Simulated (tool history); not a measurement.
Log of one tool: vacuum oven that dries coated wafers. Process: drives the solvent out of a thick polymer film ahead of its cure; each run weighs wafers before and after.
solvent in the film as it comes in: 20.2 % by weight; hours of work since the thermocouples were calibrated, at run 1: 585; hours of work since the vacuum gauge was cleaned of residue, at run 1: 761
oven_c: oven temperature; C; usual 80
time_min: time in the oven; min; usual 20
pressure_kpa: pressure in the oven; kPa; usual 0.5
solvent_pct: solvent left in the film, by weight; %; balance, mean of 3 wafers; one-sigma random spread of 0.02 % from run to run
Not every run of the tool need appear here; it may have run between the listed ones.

| run | hour | oven_c | time_min | pressure_kpa | hours of work since the thermocouples were calibrated | hours of work since the vacuum gauge was cleaned of residue | solvent_pct |
|---|---|---|---|---|---|---|---|
| 1 | 0 | 80 | 20 | 0.5 | 585 | 761 | 0.96 |
| 2 | 42.4 | 80 | 20 | 0.5 | 609 | 785 | 0.95 |
| 3 | 74.3 | 80 | 20 | 0.5 | 627 | 803 | 0.91 |
| 4 | 116 | 80 | 20 | 0.5 | 651 | 826 | 0.94 |
| 5 | 148.7 | 80 | 20 | 0.5 | 669 | 845 | 0.97 |
| 6 | 177.6 | 75 | 11 | 0.5 | 685 | 861 | 4.46 |
| 7 | 212.1 | 73 | 14 | 0.5 | 705 | 880 | 3.9 |
| 8 | 257.3 | 74 | 14 | 1.73 | 730 | 906 | 4.65 |

Run 9, settings as shown, results not yet in. Your forecast:
| 9 | 301.2 | 86 | 23 | 1.73 | 755 | 930 | ? |

Run 9 gave solvent_pct 1.17 %.
With no hidden state in the tool, this same run would have given solvent_pct 1.17 %.

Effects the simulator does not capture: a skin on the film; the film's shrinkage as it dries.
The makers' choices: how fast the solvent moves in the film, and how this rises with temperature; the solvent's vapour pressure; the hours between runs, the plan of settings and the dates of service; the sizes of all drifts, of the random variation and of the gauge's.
